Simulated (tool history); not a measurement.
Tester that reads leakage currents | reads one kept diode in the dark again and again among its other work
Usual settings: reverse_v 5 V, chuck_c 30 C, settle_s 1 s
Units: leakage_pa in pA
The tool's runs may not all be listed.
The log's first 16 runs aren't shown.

run    hour  reverse_v  chuck_c  settle_s  hours of work since the probe card was cleaned  hours of work since the tester was calibrated  hours of work since the chuck was calibrated  leakage_pa
 17  1236.3          5       30      3.68                                             862                                           2914                                           458      306.65
 18  1301.6          5       30      3.68                                             907                                           2960                                           503      314.16
 19  1392.4          5       30      3.68                                             971                                           3023                                           567       317.6
     1413.7  -- chuck's temperature calibrated
 20    1511          5       30      3.68                                            1052                                           3104                                            68      282.85
 21  1564.9       4.44       45      0.48                                            1090                                           3142                                           106      855.22
     1573.6  -- tester calibrated
 22    1638       3.02       26      0.48                                            1139                                             45                                           155      163.95
 23  1724.6       3.02       39      9.17                                            1200                                            105                                           216      458.71
 24  1816.2       3.02       39      9.17                                            1264                                            169                                           280      467.22
 25  1881.2       7.99       25      2.64                                            1309                                            215                                           325       256.5
     1931.7  -- tester calibrated, once more
 26  1951.3       3.14       33      2.64                                            1357                                             14                                           373      302.42
 27  2066.5       3.18       50      0.35                                            1437                                             94                                           453     1104.09
 28  2132.6      19.26       50      0.35                                            1483                                            140                                           499     2769.55
 29  2188.1          5       30      0.44                                            1522                                            179                                           538      316.65
       2247  -- chuck's temperature calibrated
 30  2291.5       4.14       23      1.26                                            1593                                            250                                            31      140.85
     2355.2  -- probe card cleaned and baked
 31  2360.6       4.14       23      1.26                                               4                                            296                                            77      142.43
 32  2462.9       7.64       48      1.69                                              75                                            367                                           149     1388.43
 33    2555       7.59       30         1                                             140                                            432                                           213      354.33
 34  2616.6      15.72       30         1                                             182                                            475                                           256      522.03
 35  2698.8          5       25         1                                             240                                            532                                           313      195.84
 36  2796.4       3.22       29         1                                             308                                            600                                           381      221.42
 37  2896.4       1.55       34      3.91                                             378                                            670                                           451      230.26
 38  2958.7       1.55       34      3.91                                             421                                            714                                           495      233.91

Forecast each of these 4 alternatives for the next run:
  A  3008.5          5       27      5.55                                             456                                            748                                           530           ?
  B  3008.5       1.55       34      3.66                                             456                                            748                                           530           ?
  C  3008.5      17.26       30      2.76                                             456                                            748                                           530           ?
  D  3008.5       1.55       22      1.01                                             456                                            748                                           530           ?

run  leakage_pa
  A      243.19
  B      235.39
  C      581.05
  D       88.86
Without the tool's hidden state the same runs would have given:
run  leakage_pa
  A      212.82
  B      207.39
  C       509.5
  D       77.48
